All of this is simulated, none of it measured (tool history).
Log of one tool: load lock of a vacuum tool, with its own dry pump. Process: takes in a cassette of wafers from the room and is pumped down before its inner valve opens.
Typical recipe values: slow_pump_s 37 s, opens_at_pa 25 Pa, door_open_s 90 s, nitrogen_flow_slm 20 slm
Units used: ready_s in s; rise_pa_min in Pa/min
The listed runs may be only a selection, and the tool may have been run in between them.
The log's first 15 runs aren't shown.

run	hour	slow_pump_s	opens_at_pa	door_open_s	nitrogen_flow_slm	hours that the pump has run since its overhaul	times that the door has closed on its seal	incoming humidity of the room's air, %	ready_s	rise_pa_min
16	5048	37	25	90	20	10291	46085	44.8	70	0.401
17	5441.8	37	25	90	20	10685	47726	46.2	70.5	0.424
18	5880.2	37	25	90	20	11123	49554	45.6	70.3	0.425
# hour 5938.3: dry pump taken out, an overhauled one fitted
19	6290.9	68	25	90	20	353	51241	43.6	89.8	0.455
# hour 6741.2: door's seal changed, seat wiped
20	6741.2	28	25	90	4	801	0	47.5	59.9	0.041
21	7235.8	28	25	74	36	1296	2062	45.5	59.7	0.017
22	7790.9	23	47	74	33	1851	4376	45	52.8	0.023
23	8306.7	57	20	29	42	2367	6526	40.2	82.4	0.03
24	8612.4	57	20	29	42	2673	7800	44.4	82.4	0.034
25	9117.6	37	27	90	20	3178	9905	49.6	67.5	0.053
26	9656.3	37	27	130	15	3716	12151	49.1	66.2	0.074
27	10193.3	37	27	130	15	4253	14389	44.3	67.1	0.083
28	10684.8	26	25	90	17	4745	16438	44.6	59.3	0.089
29	11215.6	26	25	90	17	5276	18650	45.2	58.7	0.102
30	11668.6	48	25	90	6	5729	20538	47.4	74.8	0.127
31	11928.2	45	25	90	8	5988	21621	44.3	73.4	0.126
32	12464.1	59	31	189	20	6524	23854	48.3	82.7	0.149
33	12886.1	60	31	90	20	6946	25613	47.6	83.7	0.147
34	13165.8	41	25	55	20	7226	26779	42.9	70.8	0.151
35	13476.4	27	25	145	11	7537	28074	44.9	60.9	0.171
36	13836.5	25	25	90	20	7897	29575	44.5	59.2	0.181
37	14238.4	34	19	90	44	8299	31250	48.2	68.4	0.187

Each row is a separate what-if for the run after 37, all from the same tool condition, not one after another. Results?
A	14575	30	19	90	44	8635	32653	45.9	?	?
B	14575	60	28	90	20	8635	32653	44.9	?	?
C	14575	37	25	51	38	8635	32653	45.4	?	?

run	ready_s	rise_pa_min
A	64.3	0.207
B	85.5	0.207
C	69	0.194
The same runs, with their run-to-run variation unchanged, on a tool lacking any hidden condition would have given:
run	ready_s	rise_pa_min
A	61.8	0.02
B	83.7	0.023
C	66.7	0.009

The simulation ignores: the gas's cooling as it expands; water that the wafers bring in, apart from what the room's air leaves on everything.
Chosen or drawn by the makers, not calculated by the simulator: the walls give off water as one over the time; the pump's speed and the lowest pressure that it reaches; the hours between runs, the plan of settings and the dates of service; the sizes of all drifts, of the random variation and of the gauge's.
